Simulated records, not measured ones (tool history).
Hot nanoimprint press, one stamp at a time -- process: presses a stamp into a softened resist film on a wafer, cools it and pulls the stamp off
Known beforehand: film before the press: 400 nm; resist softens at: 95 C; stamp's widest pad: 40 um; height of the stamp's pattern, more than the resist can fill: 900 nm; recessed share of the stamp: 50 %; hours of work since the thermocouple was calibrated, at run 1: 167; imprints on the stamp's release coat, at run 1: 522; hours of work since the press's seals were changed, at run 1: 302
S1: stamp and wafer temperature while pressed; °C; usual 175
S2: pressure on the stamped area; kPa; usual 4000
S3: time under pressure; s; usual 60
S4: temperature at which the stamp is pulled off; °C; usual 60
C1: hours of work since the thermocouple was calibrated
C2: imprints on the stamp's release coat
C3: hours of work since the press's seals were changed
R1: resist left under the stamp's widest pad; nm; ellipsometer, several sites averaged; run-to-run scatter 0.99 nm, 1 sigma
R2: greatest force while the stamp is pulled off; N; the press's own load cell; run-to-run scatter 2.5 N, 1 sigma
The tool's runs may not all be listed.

| run | hour | S1 | S2 | S3 | S4 | C1 | C2 | C3 | R1 | R2 |
|---|---|---|---|---|---|---|---|---|---|---|
| 1 | 0 | 175 | 4000 | 60 | 60 | 167 | 522 | 302 | 141 | 130 |
| 2 | 12.8 | 175 | 4000 | 60 | 60 | 176 | 568 | 311 | 141.5 | 131 |
| 3 | 21.2 | 175 | 4000 | 60 | 60 | 181 | 598 | 316 | 142.8 | 132 |
| 4 | 32.9 | 175 | 4000 | 60 | 60 | 189 | 639 | 324 | 142 | 127 |
| 5 | 42.4 | 175 | 5430 | 60 | 60 | 196 | 674 | 331 | 121.8 | 136 |
| 6 | 52.9 | 175 | 4000 | 45 | 60 | 203 | 711 | 338 | 160 | 136 |
| 7 | 64.3 | 175 | 4000 | 60 | 60 | 211 | 752 | 346 | 141.9 | 134 |
| 8 | 76.3 | 175 | 4000 | 60 | 60 | 219 | 795 | 354 | 139.9 | 137 |
| 9 | 82.9 | 175 | 4000 | 60 | 60 | 223 | 818 | 359 | 139.6 | 137 |
| 10 | 94.1 | 175 | 4000 | 60 | 60 | 231 | 858 | 366 | 141 | 143 |
| 11 | 107.7 | 175 | 4000 | 60 | 60 | 240 | 907 | 376 | 140.5 | 135 |
| 12 | 116.9 | 175 | 4000 | 60 | 60 | 247 | 940 | 382 | 141.2 | 138 |
| 13 | 128.4 | 175 | 4000 | 60 | 60 | 255 | 981 | 390 | 141.3 | 135 |
| 14 | 144.1 | 164 | 4000 | 60 | 60 | 265 | 1038 | 400 | 214 | 144 |
| 15 | 153.3 | 164 | 4000 | 60 | 60 | 272 | 1070 | 407 | 212.4 | 141 |
| 16 | 166.7 | 164 | 4000 | 60 | 61 | 281 | 1118 | 416 | 214.7 | 134 |
| 17 | 176 | 182 | 4000 | 60 | 65 | 287 | 1152 | 422 | 108 | 127 |
| 18 | 185.3 | 169 | 4000 | 60 | 60 | 294 | 1185 | 429 | 176.8 | 145 |
| 19 | 196.8 | 169 | 4000 | 57 | 48 | 301 | 1226 | 436 | 180.7 | 205 |
| 20 | 211.3 | 169 | 4000 | 57 | 48 | 311 | 1278 | 446 | 179.7 | 200 |
| 21 | 224.6 | 182 | 4000 | 81 | 48 | 320 | 1326 | 455 | 94.1 | 215 |
| 22 | 233 | 182 | 4000 | 81 | 48 | 326 | 1356 | 461 | 95.8 | 205 |
| 23 | 245.7 | 182 | 2500 | 43 | 48 | 335 | 1401 | 470 | 156.5 | 200 |
| 24 | 259 | 171 | 5270 | 34 | 60 | 344 | 1449 | 479 | 176.3 | 145 |
| 25 | 269 | 172 | 3970 | 116 | 67 | 351 | 1485 | 486 | 120.7 | 120 |
| 26 | 284.1 | 175 | 2700 | 60 | 60 | 361 | 1538 | 496 | 168 | 157 |
| 27 | 295.4 | 183 | 3840 | 60 | 60 | 369 | 1579 | 504 | 104.9 | 156 |
|  | 303.5 | plate thermocouple calibrated |
| 28 | 310.6 | 183 | 3840 | 60 | 60 | 5 | 1623 | 512 | 110.9 | 167 |
| 29 | 320.6 | 177 | 3280 | 95 | 55 | 12 | 1658 | 519 | 124.1 | 189 |

What if the next run were any one of these 3? Each begins from the tool's condition after run 29:
| A | 332 | 175 | 3950 | 89 | 46 | 19 | 1699 | 527 | ? | ? |
| B | 332 | 177 | 2940 | 116 | 54 | 19 | 1699 | 527 | ? | ? |
| C | 332 | 164 | 3280 | 95 | 61 | 19 | 1699 | 527 | ? | ? |

| run | R1 | R2 |
|---|---|---|
| A | 125.5 | 234 |
| B | 120.1 | 196 |
| C | 206.2 | 161 |
With the hidden condition removed and each run's random variation left untouched, the same runs would have given:
| run | R1 | R2 |
|---|---|---|
| A | 122.7 | 163 |
| B | 118 | 137 |
| C | 202.7 | 112 |

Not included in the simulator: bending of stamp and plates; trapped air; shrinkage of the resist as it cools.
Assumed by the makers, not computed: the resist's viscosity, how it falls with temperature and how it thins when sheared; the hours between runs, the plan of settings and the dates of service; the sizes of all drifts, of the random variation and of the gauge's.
